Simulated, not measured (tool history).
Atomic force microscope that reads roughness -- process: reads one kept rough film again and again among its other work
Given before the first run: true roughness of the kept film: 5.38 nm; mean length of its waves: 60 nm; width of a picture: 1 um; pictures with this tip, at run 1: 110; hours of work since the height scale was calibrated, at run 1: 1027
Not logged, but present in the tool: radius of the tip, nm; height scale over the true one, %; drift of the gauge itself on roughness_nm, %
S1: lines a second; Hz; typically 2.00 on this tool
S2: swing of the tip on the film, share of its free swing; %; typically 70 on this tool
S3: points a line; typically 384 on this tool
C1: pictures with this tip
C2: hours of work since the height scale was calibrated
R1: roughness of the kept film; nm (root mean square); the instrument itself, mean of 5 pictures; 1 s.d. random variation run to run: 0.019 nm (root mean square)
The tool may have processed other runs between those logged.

Run 1, hour 0.0: usual settings; C1 110; C2 1027. Result: R1 4.529 nm (root mean square).
Run 2, hour 49.9: usual settings; C1 154; C2 1051. Result: R1 4.439 nm (root mean square).
Run 3, hour 74.2: usual settings; C1 175; C2 1063. Result: R1 4.394 nm (root mean square).
Run 4, hour 118.0: usual settings; C1 213; C2 1084. Result: R1 4.306 nm (root mean square).
Run 5, hour 142.7: usual settings but S3 468; C1 235; C2 1096. Result: R1 4.263 nm (root mean square).
Run 6, hour 170.0: usual settings but S2 86 %; C1 258; C2 1109. Result: R1 3.849 nm (root mean square).
Run 7, hour 203.8: usual settings but S2 86 %; C1 288; C2 1126. Result: R1 3.824 nm (root mean square).
Run 8, hour 249.0: usual settings but S2 86 %; C1 327; C2 1147. Result: R1 3.734 nm (root mean square).
Run 9, hour 299.4: usual settings but S1 1.12 Hz; C1 371; C2 1172. Result: R1 4.224 nm (root mean square).
At hour 308.4: new tip fitted.
Run 10, hour 323.4: usual settings but S1 1.12 Hz; C1 13; C2 1183. Result: R1 4.846 nm (root mean square).
At hour 328.4: height scale calibrated on a step standard.
Run 11, hour 367.6: usual settings but S1 1.12 Hz; C1 50; C2 19. Result: R1 4.745 nm (root mean square).
Run 12, hour 409.7: usual settings but S1 1.12 Hz; C1 87; C2 39. Result: R1 4.739 nm (root mean square).
Run 13, hour 451.0: usual settings but S1 1.12 Hz; C1 123; C2 59. Result: R1 4.665 nm (root mean square).
Run 14, hour 484.1: usual settings but S1 1.12 Hz; C1 152; C2 75. Result: R1 4.590 nm (root mean square).
Run 15, hour 521.9: usual settings but S1 1.12 Hz; C1 185; C2 93. Result: R1 4.518 nm (root mean square).
Run 16, hour 544.9: usual settings but S1 2.04 Hz, S2 84 %, S3 772; C1 205; C2 104. Result: R1 4.002 nm (root mean square).
At hour 556.6: height scale calibrated on a step standard, once more.
Run 17, hour 570.3: usual settings but S1 2.04 Hz, S2 84 %, S3 772; C1 226; C2 7. Result: R1 4.022 nm (root mean square).
Run 18, hour 597.1: usual settings but S1 0.67 Hz, S2 75 %, S3 426; C1 249; C2 20. Result: R1 4.501 nm (root mean square).
Run 19, hour 622.7: usual settings but S3 330; C1 272; C2 32. Result: R1 4.319 nm (root mean square).
Run 20, hour 646.9: usual settings but S2 88 %, S3 702; C1 293; C2 44. Result: R1 3.837 nm (root mean square).
Run 21, hour 687.8: usual settings but S3 295; C1 329; C2 63. Result: R1 4.233 nm (root mean square).
Run 22, hour 710.3: usual settings but S1 0.87 Hz, S2 80 %, S3 581; C1 348; C2 74. Result: R1 4.260 nm (root mean square).
At hour 744.9: new tip fitted.
Run 23, hour 756.2: usual settings but S1 0.87 Hz, S2 80 %, S3 581; C1 10; C2 96. Result: R1 4.826 nm (root mean square).
Run 24, hour 809.3: usual settings but S1 0.87 Hz, S2 80 %, S3 581; C1 56; C2 122. Result: R1 4.720 nm (root mean square).
Run 25, hour 859.3: usual settings but S1 0.63 Hz, S2 63 %, S3 749; C1 100; C2 146. Result: R1 4.871 nm (root mean square).
Run 26, hour 894.5: usual settings but S1 1.37 Hz, S2 68 %, S3 640; C1 130; C2 163. Result: R1 4.632 nm (root mean square).

4 options for the next run, each taken on its own from the tool as it stands now. Forecast them:
Run A, hour 940.6: usual settings but S1 1.51 Hz, S2 68 %, S3 640; C1 170; C2 185. Result: R1 ?.
Run B, hour 940.6: usual settings but S2 82 %; C1 170; C2 185. Result: R1 ?.
Run C, hour 940.6: usual settings but S3 684; C1 170; C2 185. Result: R1 ?.
Run D, hour 940.6: usual settings but S3 383; C1 170; C2 185. Result: R1 ?.

run     R1
  A  4.528
  B  4.112
  C  4.413
  D  4.434
The same runs, with their run-to-run variation unchanged, on a tool lacking any hidden condition would have given:
run     R1
  A  4.851
  B  4.405
  C  4.728
  D  4.750
